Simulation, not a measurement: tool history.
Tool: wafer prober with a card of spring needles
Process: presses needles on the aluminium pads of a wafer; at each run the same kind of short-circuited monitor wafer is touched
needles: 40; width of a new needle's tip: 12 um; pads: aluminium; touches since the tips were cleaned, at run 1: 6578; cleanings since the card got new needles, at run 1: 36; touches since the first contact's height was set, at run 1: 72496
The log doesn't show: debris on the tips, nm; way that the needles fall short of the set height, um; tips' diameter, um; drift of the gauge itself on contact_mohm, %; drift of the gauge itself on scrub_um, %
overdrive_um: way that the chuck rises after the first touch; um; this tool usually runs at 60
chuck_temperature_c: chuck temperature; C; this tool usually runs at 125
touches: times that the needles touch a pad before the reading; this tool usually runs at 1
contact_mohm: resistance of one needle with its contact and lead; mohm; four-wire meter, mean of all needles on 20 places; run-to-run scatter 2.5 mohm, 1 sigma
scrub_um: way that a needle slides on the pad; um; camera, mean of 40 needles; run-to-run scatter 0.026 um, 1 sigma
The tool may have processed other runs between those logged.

run    hour  overdrive_um  chuck_temperature_c  touches  touches since the tips were cleaned  cleanings since the card got new needles  touches since the first contact's height was set  contact_mohm  scrub_um
  1     0.0            60                  125        1                                 6578                                        36                                             72496           333     15.71
        5.2  -- tips cleaned on abrasive film
       26.5  -- tips cleaned on abrasive film
       48.3  -- tips cleaned on abrasive film
  2    56.6            60                  125        1                                 2926                                        39                                             92350           318     15.67
       70.3  -- tips cleaned on abrasive film
  3    86.9            60                  125        1                                 5876                                        40                                            103018           330     15.63
       92.1  -- tips cleaned on abrasive film
      117.0  -- tips cleaned on abrasive film
      140.9  -- tips cleaned on abrasive film
  4   158.9            60                  125        1                                 6327                                        43                                            128296           337     15.57
      163.0  -- tips cleaned on abrasive film
      184.2  -- tips cleaned on abrasive film
  5   188.8            60                   80        1                                 1622                                        45                                            138766           295     15.48
      209.0  -- tips cleaned on abrasive film
      231.6  -- tips cleaned on abrasive film
      253.7  -- tips cleaned on abrasive film
  6   253.7            60                  125        1                                    0                                        48                                            161562           289     15.47
      275.9  -- tips cleaned on abrasive film
      299.3  -- tips cleaned on abrasive film
  7   310.2            60                  125        1                                 3830                                        50                                            181423           320     15.49
      319.7  -- tips cleaned on abrasive film
      343.9  -- tips cleaned on abrasive film
  8   351.1            60                  125        1                                 2530                                        52                                            195794           317     15.40
      366.9  -- tips cleaned on abrasive film
      390.0  -- tips cleaned on abrasive film
  9   397.7            60                   31        1                                 2708                                        54                                            212152           299     15.36
      412.9  -- tips cleaned on abrasive film
      433.2  -- tips cleaned on abrasive film
 10   434.2            60                   52        1                                  338                                        56                                            224962           276     15.34
      453.3  -- height of the first contact set anew
      458.4  -- tips cleaned on abrasive film
      482.3  -- tips cleaned on abrasive film
 11   489.3            60                   52        1                                 2445                                        58                                             12623           298     15.90
      507.3  -- tips cleaned on abrasive film
      529.6  -- tips cleaned on abrasive film
 12   548.7            60                   52        1                                 6715                                        60                                             33514           316     15.82
      553.8  -- tips cleaned on abrasive film
      575.8  -- tips cleaned on abrasive film
      598.6  -- tips cleaned on abrasive film
 13   614.6            60                  125        1                                 5637                                        63                                             56646           335     15.76
      623.6  -- tips cleaned on abrasive film
      647.2  -- tips cleaned on abrasive film
      669.4  -- tips cleaned on abrasive film
 14   680.2            60                  125        1                                 3792                                        66                                             79692           321     15.73
      690.4  -- tips cleaned on abrasive film
      714.1  -- tips cleaned on abrasive film
 15   724.4            72                  125        3                                 3619                                        68                                             95223           298     18.84
      737.4  -- tips cleaned on abrasive film
      762.7  -- tips cleaned on abrasive film
      785.1  -- tips cleaned on abrasive film
 16   785.7            52                   51        3                                  234                                        71                                            116755           275     13.47
      809.8  -- tips cleaned on abrasive film
      832.3  -- tips cleaned on abrasive film
 17   848.4            52                   51        3                                 5693                                        73                                            138804           293     13.46
      853.6  -- tips cleaned on abrasive film
      875.0  -- tips cleaned on abrasive film
      896.4  -- tips cleaned on abrasive film
      917.3  -- tips cleaned on abrasive film
 18   917.3            52                   51        3                                    0                                        77                                            162938           271     13.37
      939.1  -- tips cleaned on abrasive film
 19   948.0            78                   59        2                                 3167                                        78                                            173763           278     20.20
      961.2  -- tips cleaned on abrasive film
      981.9  -- tips cleaned on abrasive film
 20   981.9            78                   82        1                                    0                                        80                                            185622           280     20.18
     1003.2  -- tips cleaned on abrasive film
     1027.6  -- tips cleaned on abrasive film
 21  1040.4            78                   74        2                                 4518                                        82                                            206215           293     20.15
     1048.5  -- tips cleaned on abrasive film
     1071.9  -- tips cleaned on abrasive film
 22  1076.4            77                   63        3                                 1582                                        84                                            218818           275     19.80
     1096.0  -- tips cleaned on abrasive film
     1112.5  -- height of the first contact set anew
     1117.6  -- tips cleaned on abrasive film
     1138.0  -- tips cleaned on abrasive film
 23  1138.0            55                   63        2                                    0                                        87                                              8929           282     14.54
     1159.1  -- tips cleaned on abrasive film
     1180.8  -- tips cleaned on abrasive film
     1204.1  -- tips cleaned on abrasive film
 24  1204.1            63                   88        1                                    0                                        90                                             32136           287     16.57
     1229.0  -- tips cleaned on abrasive film
     1252.2  -- tips cleaned on abrasive film
 25  1258.7            70                   88        1                                 2299                                        92                                             51351           301     18.34
     1277.2  -- tips cleaned on abrasive film
     1300.4  -- tips cleaned on abrasive film
 26  1306.0            56                   37        2                                 1983                                        94                                             67960           281     14.66
     1325.0  -- tips cleaned on abrasive film
     1345.7  -- tips cleaned on abrasive film
 27  1345.7            56                   37        2                                    0                                        96                                             81882           266     14.60
     1367.9  -- tips cleaned on abrasive film
     1388.6  -- tips cleaned on abrasive film
 28  1393.8            78                  123        1                                 1854                                        98                                             98786           297     20.44

Forecast each of these 5 alternatives for the next run:
     1412.6  -- tips cleaned on abrasive film
  A  1428.3            61                   61        1                                 5521                                        99                                            110901             ?         ?
     1412.6  -- tips cleaned on abrasive film
  B  1428.3            50                   40        2                                 5521                                        99                                            110901             ?         ?
     1412.6  -- tips cleaned on abrasive film
  C  1428.3            60                   70        1                                 5521                                        99                                            110901             ?         ?
     1412.6  -- tips cleaned on abrasive film
  D  1428.3            69                   56        1                                 5521                                        99                                            110901             ?         ?
     1412.6  -- tips cleaned on abrasive film
  E  1428.3            78                   56        3                                 5521                                        99                                            110901             ?         ?

run  contact_mohm  scrub_um
  A           325     15.88
  B           320     12.97
  C           325     15.58
  D           314     18.03
  E           282     20.35
With no hidden state in the tool, these same runs would have given:
run  contact_mohm  scrub_um
  A           268     16.15
  B           269     13.25
  C           269     15.86
  D           268     18.31
  E           267     20.63
